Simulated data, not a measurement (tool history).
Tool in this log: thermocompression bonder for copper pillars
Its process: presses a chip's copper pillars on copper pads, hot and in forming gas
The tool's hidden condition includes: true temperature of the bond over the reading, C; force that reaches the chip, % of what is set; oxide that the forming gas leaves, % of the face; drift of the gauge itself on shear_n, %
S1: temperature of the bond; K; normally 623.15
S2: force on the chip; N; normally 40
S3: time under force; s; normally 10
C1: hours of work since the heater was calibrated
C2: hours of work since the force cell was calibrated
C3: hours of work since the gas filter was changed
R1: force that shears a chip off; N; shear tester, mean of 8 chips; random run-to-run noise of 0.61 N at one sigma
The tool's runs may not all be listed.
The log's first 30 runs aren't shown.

Run 31, hour 866.8: usual settings but S1 624.15 K, S3 8 s; C1 694; C2 906; C3 275. Result: R1 35.7 N.
At hour 905.2: heater calibrated with a thermocouple chip.
Run 32, hour 905.2: usual settings but S1 629.15 K, S3 5 s; C1 0; C2 926; C3 296. Result: R1 30.9 N.
At hour 918.4: forming gas filter changed.
Run 33, hour 940.6: usual settings but S1 629.15 K, S3 5 s; C1 20; C2 946; C3 13. Result: R1 29.5 N.
Run 34, hour 972.2: usual settings but S1 607.15 K, S2 30 N, S3 7 s; C1 37; C2 964; C3 30. Result: R1 22.0 N.
Run 35, hour 1013.0: usual settings but S1 608.15 K, S2 32 N, S3 6 s; C1 60; C2 987; C3 53. Result: R1 21.7 N.
Run 36, hour 1045.7: usual settings but S1 627.15 K, S2 25 N; C1 79; C2 1005; C3 72. Result: R1 25.6 N.
Run 37, hour 1072.2: usual settings but S1 643.15 K, S3 5 s; C1 94; C2 1020; C3 86. Result: R1 32.4 N.
Run 38, hour 1115.3: usual settings but S2 42 N, S3 22 s; C1 118; C2 1044; C3 111. Result: R1 51.6 N.
Run 39, hour 1160.4: usual settings but S2 25 N, S3 20 s; C1 143; C2 1070; C3 136. Result: R1 32.7 N.
Run 40, hour 1204.0: usual settings but S2 25 N, S3 20 s; C1 168; C2 1094; C3 161. Result: R1 33.3 N.
Run 41, hour 1232.5: usual settings but S2 25 N, S3 20 s; C1 184; C2 1110; C3 177. Result: R1 32.3 N.

Each row is a separate what-if for the run after 41, all from the same tool condition, not one after another. Results?
Run A, hour 1274.4: usual settings but S1 612.15 K, S3 19 s; C1 207; C2 1134; C3 200. Result: R1 ?.
Run B, hour 1274.4: usual settings but S2 32 N, S3 25 s; C1 207; C2 1134; C3 200. Result: R1 ?.
Run C, hour 1274.4: usual settings but S1 611.15 K, S2 39 N, S3 6 s; C1 207; C2 1134; C3 200. Result: R1 ?.

run    R1
  A  44.4
  B  44.7
  C  28.5
Without the tool's hidden state the same runs would have given:
run    R1
  A  44.8
  B  45.1
  C  28.8
